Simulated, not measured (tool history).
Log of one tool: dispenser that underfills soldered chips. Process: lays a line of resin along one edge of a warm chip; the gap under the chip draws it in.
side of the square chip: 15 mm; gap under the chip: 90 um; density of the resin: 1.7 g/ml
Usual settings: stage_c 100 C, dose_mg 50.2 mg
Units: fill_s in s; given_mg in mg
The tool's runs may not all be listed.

{"run": 1, "hour": 0.0, "stage_c": 100, "dose_mg": 50.2, "fill_s": 138.9, "given_mg": 45.77}
{"run": 2, "hour": 3.7, "stage_c": 100, "dose_mg": 50.2, "fill_s": 161.5, "given_mg": 45.02}
{"run": 3, "hour": 10.3, "stage_c": 100, "dose_mg": 50.2, "fill_s": 210.1, "given_mg": 45.37}
{"hour": 11.6, "done": "new syringe of resin"}
{"run": 4, "hour": 17.8, "stage_c": 100, "dose_mg": 50.2, "fill_s": 170, "given_mg": 44.57}
{"hour": 25.2, "done": "new syringe of resin"}
{"run": 5, "hour": 26.5, "stage_c": 100, "dose_mg": 50.2, "fill_s": 139, "given_mg": 44.84}
{"hour": 31.0, "done": "dispensing valve cleaned and set on the balance"}
{"run": 6, "hour": 34.9, "stage_c": 100, "dose_mg": 50.2, "fill_s": 180.1, "given_mg": 50.06}
{"hour": 39.3, "done": "new syringe of resin"}
{"run": 7, "hour": 43.3, "stage_c": 100, "dose_mg": 53, "fill_s": 147.6, "given_mg": 52.58}
{"run": 8, "hour": 48.5, "stage_c": 100, "dose_mg": 53, "fill_s": 184.9, "given_mg": 52.56}
{"hour": 52.8, "done": "new syringe of resin"}
{"run": 9, "hour": 54.0, "stage_c": 100, "dose_mg": 50.2, "fill_s": 134.8, "given_mg": 49.54}
{"run": 10, "hour": 62.3, "stage_c": 100, "dose_mg": 50.2, "fill_s": 185, "given_mg": 49.25}
{"hour": 66.1, "done": "new syringe of resin"}
{"run": 11, "hour": 70.4, "stage_c": 100, "dose_mg": 50.2, "fill_s": 157.2, "given_mg": 49}
{"run": 12, "hour": 74.7, "stage_c": 100, "dose_mg": 50.2, "fill_s": 185, "given_mg": 48.94}
{"hour": 79.6, "done": "new syringe of resin"}
{"run": 13, "hour": 82.7, "stage_c": 100, "dose_mg": 52, "fill_s": 147.9, "given_mg": 50.71}
{"run": 14, "hour": 86.7, "stage_c": 86, "dose_mg": 52, "fill_s": 300.8, "given_mg": 50.18}
{"run": 15, "hour": 91.4, "stage_c": 86, "dose_mg": 52, "fill_s": 364.2, "given_mg": 49.98}
{"hour": 93.0, "done": "new syringe of resin"}
{"run": 16, "hour": 95.7, "stage_c": 100, "dose_mg": 50.2, "fill_s": 141.7, "given_mg": 48.29}
{"run": 17, "hour": 101.3, "stage_c": 100, "dose_mg": 50.2, "fill_s": 183.3, "given_mg": 47.83}
{"hour": 105.8, "done": "new syringe of resin"}
{"run": 18, "hour": 110.0, "stage_c": 108, "dose_mg": 64.2, "fill_s": 110.4, "given_mg": 60.91}
{"run": 19, "hour": 117.8, "stage_c": 108, "dose_mg": 64.2, "fill_s": 149.6, "given_mg": 60.43}
{"hour": 118.8, "done": "new syringe of resin"}
{"run": 20, "hour": 123.6, "stage_c": 103, "dose_mg": 61.9, "fill_s": 139.9, "given_mg": 58.68}
{"run": 21, "hour": 129.4, "stage_c": 106, "dose_mg": 50.2, "fill_s": 162.1, "given_mg": 47.34}
{"hour": 131.8, "done": "new syringe of resin"}
{"run": 22, "hour": 134.0, "stage_c": 110, "dose_mg": 50.2, "fill_s": 97.8, "given_mg": 47.18}
{"run": 23, "hour": 141.3, "stage_c": 89, "dose_mg": 62.4, "fill_s": 288.6, "given_mg": 58.53}
{"hour": 144.9, "done": "new syringe of resin"}
{"run": 24, "hour": 150.1, "stage_c": 109, "dose_mg": 48.5, "fill_s": 116.6, "given_mg": 45.03}
{"run": 25, "hour": 154.1, "stage_c": 109, "dose_mg": 48.5, "fill_s": 135.5, "given_mg": 44.88}
{"hour": 157.8, "done": "new syringe of resin"}
{"run": 26, "hour": 159.7, "stage_c": 106, "dose_mg": 50.2, "fill_s": 116.6, "given_mg": 46.29}
{"run": 27, "hour": 167.6, "stage_c": 100, "dose_mg": 61.2, "fill_s": 193.2, "given_mg": 55.9}
{"hour": 170.8, "done": "new syringe of resin"}
{"run": 28, "hour": 172.1, "stage_c": 101, "dose_mg": 60.4, "fill_s": 131.4, "given_mg": 55.45}
{"run": 29, "hour": 178.9, "stage_c": 87, "dose_mg": 50.2, "fill_s": 311.1, "given_mg": 45.68}
{"hour": 183.9, "done": "new syringe of resin"}
{"run": 30, "hour": 184.5, "stage_c": 87, "dose_mg": 50.2, "fill_s": 232.5, "given_mg": 45.31}
{"run": 31, "hour": 190.5, "stage_c": 102, "dose_mg": 59.7, "fill_s": 158.1, "given_mg": 53.87}
{"hour": 197.5, "done": "new syringe of resin"}
{"run": 32, "hour": 199.0, "stage_c": 105, "dose_mg": 53.5, "fill_s": 118, "given_mg": 48.22}
{"run": 33, "hour": 205.4, "stage_c": 107, "dose_mg": 55.2, "fill_s": 142.4, "given_mg": 49.36}
{"hour": 210.5, "done": "new syringe of resin"}
{"run": 34, "hour": 212.1, "stage_c": 104, "dose_mg": 64.4, "fill_s": 119.1, "given_mg": 56.97}

4 ways to go on from here, each from the tool as it stands after run 34. What would each give?
{"hour": 216.5, "done": "dispensing valve cleaned and set on the balance"}
{"run": "A", "hour": 220.8, "stage_c": 114, "dose_mg": 53.7, "fill_s": "?", "given_mg": "?"}
{"hour": 216.5, "done": "dispensing valve cleaned and set on the balance"}
{"run": "B", "hour": 220.8, "stage_c": 85, "dose_mg": 59.2, "fill_s": "?", "given_mg": "?"}
{"hour": 216.5, "done": "dispensing valve cleaned and set on the balance"}
{"run": "C", "hour": 220.8, "stage_c": 113, "dose_mg": 58.4, "fill_s": "?", "given_mg": "?"}
{"hour": 216.5, "done": "dispensing valve cleaned and set on the balance"}
{"run": "D", "hour": 220.8, "stage_c": 96, "dose_mg": 63.9, "fill_s": "?", "given_mg": "?"}

run=A fill_s=115.1 given_mg=53.78
run=B fill_s=338.2 given_mg=58.57
run=C fill_s=117 given_mg=58.48
run=D fill_s=217.4 given_mg=63.39
Without the tool's hidden state the same runs would have given:
run=A fill_s=75.1 given_mg=53.89
run=B fill_s=219.1 given_mg=58.69
run=C fill_s=76.2 given_mg=58.61
run=D fill_s=141.3 given_mg=63.52
